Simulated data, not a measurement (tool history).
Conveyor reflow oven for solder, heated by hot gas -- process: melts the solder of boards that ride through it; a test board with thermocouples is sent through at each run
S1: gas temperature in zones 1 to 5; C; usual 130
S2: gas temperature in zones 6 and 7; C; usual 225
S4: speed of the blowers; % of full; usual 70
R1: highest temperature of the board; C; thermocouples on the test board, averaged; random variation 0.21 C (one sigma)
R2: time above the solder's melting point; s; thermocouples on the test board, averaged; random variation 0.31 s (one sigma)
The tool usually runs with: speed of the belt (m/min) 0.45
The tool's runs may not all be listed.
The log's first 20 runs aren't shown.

{"run": 21, "hour": 174.3, "S1": 130, "S2": 239, "speed of the belt (m/min)": 0.487, "S4": 79, "R1": 215.7, "R2": 50.5}
{"run": 22, "hour": 180.3, "S1": 139, "S2": 225, "speed of the belt (m/min)": 0.492, "S4": 87, "R1": 207.8, "R2": 46.9}
{"run": 23, "hour": 187.7, "S1": 119, "S2": 224, "speed of the belt (m/min)": 0.492, "S4": 87, "R1": 202.5, "R2": 35}
{"run": 24, "hour": 193.9, "S1": 119, "S2": 224, "speed of the belt (m/min)": 0.492, "S4": 87, "R1": 202.7, "R2": 34.5}
{"run": 25, "hour": 205.8, "S1": 130, "S2": 225, "speed of the belt (m/min)": 0.406, "S4": 67, "R1": 207.3, "R2": 52.4}
{"run": 26, "hour": 213.9, "S1": 130, "S2": 225, "speed of the belt (m/min)": 0.45, "S4": 70, "R1": 205, "R2": 43.6}
{"run": 27, "hour": 225.4, "S1": 130, "S2": 234, "speed of the belt (m/min)": 0.45, "S4": 70, "R1": 212.2, "R2": 51.5}
{"run": 28, "hour": 233.9, "S1": 130, "S2": 235, "speed of the belt (m/min)": 0.45, "S4": 70, "R1": 213, "R2": 51.6}
{"run": 29, "hour": 244.0, "S1": 129, "S2": 235, "speed of the belt (m/min)": 0.45, "S4": 88, "R1": 217.2, "R2": 56.3}
{"run": 30, "hour": 250.8, "S1": 122, "S2": 226, "speed of the belt (m/min)": 0.45, "S4": 70, "R1": 203.8, "R2": 39.6}
{"run": 31, "hour": 257.0, "S1": 122, "S2": 226, "speed of the belt (m/min)": 0.45, "S4": 70, "R1": 203.5, "R2": 39.9}
{"run": 32, "hour": 263.4, "S1": 122, "S2": 226, "speed of the belt (m/min)": 0.45, "S4": 70, "R1": 203.7, "R2": 39.3}

Alternative continuations, all from the tool just after run 32; predict every row:
{"run": "A", "hour": 274.9, "S1": 143, "S2": 226, "speed of the belt (m/min)": 0.45, "S4": 70, "R1": "?", "R2": "?"}
{"run": "B", "hour": 274.9, "S1": 131, "S2": 226, "speed of the belt (m/min)": 0.45, "S4": 60, "R1": "?", "R2": "?"}
{"run": "C", "hour": 274.9, "S1": 122, "S2": 226, "speed of the belt (m/min)": 0.45, "S4": 69, "R1": "?", "R2": "?"}

run=A R1=208.5 R2=52.5
run=B R1=202.6 R2=40
run=C R1=203.2 R2=39.1
Without the tool's unlogged condition, the same runs would have read:
run=A R1=207.2 R2=51.1
run=B R1=201.5 R2=38.4
run=C R1=202.1 R2=37.7

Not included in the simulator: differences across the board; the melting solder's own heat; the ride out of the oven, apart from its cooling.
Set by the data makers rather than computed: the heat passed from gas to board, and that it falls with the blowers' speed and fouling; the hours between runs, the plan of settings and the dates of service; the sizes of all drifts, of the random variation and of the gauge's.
